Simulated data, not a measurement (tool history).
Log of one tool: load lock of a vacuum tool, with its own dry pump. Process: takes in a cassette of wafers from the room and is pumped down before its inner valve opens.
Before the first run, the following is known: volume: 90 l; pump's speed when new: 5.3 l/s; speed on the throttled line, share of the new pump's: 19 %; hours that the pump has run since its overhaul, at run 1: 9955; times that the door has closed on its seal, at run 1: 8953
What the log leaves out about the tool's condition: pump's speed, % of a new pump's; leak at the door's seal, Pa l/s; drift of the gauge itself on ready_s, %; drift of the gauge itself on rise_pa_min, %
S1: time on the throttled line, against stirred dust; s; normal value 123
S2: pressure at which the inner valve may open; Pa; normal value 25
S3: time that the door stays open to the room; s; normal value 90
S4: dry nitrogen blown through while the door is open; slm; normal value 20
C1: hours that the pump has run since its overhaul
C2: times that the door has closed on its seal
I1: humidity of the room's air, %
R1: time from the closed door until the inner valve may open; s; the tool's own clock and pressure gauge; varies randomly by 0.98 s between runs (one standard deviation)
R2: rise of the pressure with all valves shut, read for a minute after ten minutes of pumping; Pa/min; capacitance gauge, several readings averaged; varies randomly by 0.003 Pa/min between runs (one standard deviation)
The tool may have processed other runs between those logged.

{"run": 1, "hour": 0.0, "S1": 123, "S2": 25, "S3": 90, "S4": 20, "C1": 9955, "C2": 8953, "I1": 44.4, "R1": 246.7, "R2": 0.057}
{"run": 2, "hour": 340.0, "S1": 123, "S2": 25, "S3": 90, "S4": 20, "C1": 10295, "C2": 9356, "I1": 43.2, "R1": 245.5, "R2": 0.061}
{"run": 3, "hour": 608.9, "S1": 123, "S2": 25, "S3": 90, "S4": 20, "C1": 10564, "C2": 9674, "I1": 43.1, "R1": 247.4, "R2": 0.059}
{"run": 4, "hour": 933.2, "S1": 123, "S2": 25, "S3": 132, "S4": 20, "C1": 10889, "C2": 10058, "I1": 42.5, "R1": 246.6, "R2": 0.07}
{"run": 5, "hour": 1133.3, "S1": 123, "S2": 25, "S3": 132, "S4": 20, "C1": 11089, "C2": 10295, "I1": 44.9, "R1": 247.0, "R2": 0.074}
{"run": 6, "hour": 1376.8, "S1": 123, "S2": 25, "S3": 132, "S4": 20, "C1": 11332, "C2": 10583, "I1": 48.3, "R1": 248.7, "R2": 0.081}
{"run": 7, "hour": 1541.0, "S1": 123, "S2": 25, "S3": 90, "S4": 20, "C1": 11496, "C2": 10777, "I1": 47.9, "R1": 248.0, "R2": 0.065}
{"run": 8, "hour": 1832.2, "S1": 123, "S2": 25, "S3": 90, "S4": 20, "C1": 11788, "C2": 11122, "I1": 49.0, "R1": 247.9, "R2": 0.065}
{"run": 9, "hour": 2113.2, "S1": 123, "S2": 24, "S3": 90, "S4": 20, "C1": 12069, "C2": 11455, "I1": 41.5, "R1": 250.5, "R2": 0.063}
{"run": 10, "hour": 2400.4, "S1": 123, "S2": 24, "S3": 90, "S4": 5, "C1": 12356, "C2": 11794, "I1": 44.5, "R1": 249.6, "R2": 0.093}
{"run": 11, "hour": 2726.1, "S1": 123, "S2": 25, "S3": 90, "S4": 20, "C1": 12681, "C2": 12180, "I1": 48.4, "R1": 250.5, "R2": 0.075}
{"run": 12, "hour": 3001.7, "S1": 123, "S2": 25, "S3": 90, "S4": 12, "C1": 12957, "C2": 12506, "I1": 45.0, "R1": 249.0, "R2": 0.083}
{"run": 13, "hour": 3326.9, "S1": 123, "S2": 25, "S3": 90, "S4": 12, "C1": 13282, "C2": 12891, "I1": 50.0, "R1": 249.8, "R2": 0.09}
{"run": 14, "hour": 3613.0, "S1": 123, "S2": 25, "S3": 56, "S4": 18, "C1": 13568, "C2": 13230, "I1": 43.6, "R1": 251.1, "R2": 0.064}
{"run": 15, "hour": 3839.4, "S1": 123, "S2": 34, "S3": 90, "S4": 12, "C1": 13795, "C2": 13498, "I1": 43.3, "R1": 243.0, "R2": 0.081}
{"run": 16, "hour": 4043.5, "S1": 101, "S2": 48, "S3": 94, "S4": 18, "C1": 13999, "C2": 13739, "I1": 43.0, "R1": 221.5, "R2": 0.078}
{"run": 17, "hour": 4208.7, "S1": 101, "S2": 48, "S3": 94, "S4": 18, "C1": 14164, "C2": 13935, "I1": 43.2, "R1": 220.0, "R2": 0.08}
{"run": 18, "hour": 4456.2, "S1": 123, "S2": 25, "S3": 100, "S4": 5, "C1": 14412, "C2": 14228, "I1": 45.5, "R1": 248.0, "R2": 0.105}
{"run": 19, "hour": 4705.1, "S1": 123, "S2": 25, "S3": 100, "S4": 5, "C1": 14660, "C2": 14522, "I1": 43.7, "R1": 250.3, "R2": 0.106}
{"run": 20, "hour": 5029.5, "S1": 77, "S2": 25, "S3": 100, "S4": 24, "C1": 14985, "C2": 14906, "I1": 44.6, "R1": 215.3, "R2": 0.082}
{"run": 21, "hour": 5282.4, "S1": 226, "S2": 18, "S3": 74, "S4": 4, "C1": 15238, "C2": 15205, "I1": 43.0, "R1": 339.9, "R2": 0.097}
{"run": 22, "hour": 5488.1, "S1": 191, "S2": 40, "S3": 70, "S4": 20, "C1": 15443, "C2": 15449, "I1": 46.8, "R1": 298.4, "R2": 0.079}
{"hour": 5768.6, "done": "dry pump taken out, an overhauled one fitted"}
{"run": 23, "hour": 5783.4, "S1": 80, "S2": 40, "S3": 56, "S4": 20, "C1": 15, "C2": 15791, "I1": 46.0, "R1": 197.6, "R2": 0.075}
{"run": 24, "hour": 5970.1, "S1": 80, "S2": 40, "S3": 56, "S4": 20, "C1": 201, "C2": 16012, "I1": 46.5, "R1": 194.7, "R2": 0.073}
{"run": 25, "hour": 6255.6, "S1": 150, "S2": 26, "S3": 39, "S4": 20, "C1": 487, "C2": 16350, "I1": 44.0, "R1": 260.7, "R2": 0.071}

For each entry between runs, how does the tool's hidden state at the last listed run before it compare with that at the first listed run after it?
In the gap between runs 22 and 23: dry pump taken out, an overhauled one fitted (hour 5768.6)
  pump's speed, % of a new pump's: 91.1 -> 100.2; leak at the door's seal, Pa l/s: 0.0684 -> 0.0707
  measured less the result without the state, R1: +9.5 -> -0.2 s; R2: +0.044 -> +0.045 Pa/min

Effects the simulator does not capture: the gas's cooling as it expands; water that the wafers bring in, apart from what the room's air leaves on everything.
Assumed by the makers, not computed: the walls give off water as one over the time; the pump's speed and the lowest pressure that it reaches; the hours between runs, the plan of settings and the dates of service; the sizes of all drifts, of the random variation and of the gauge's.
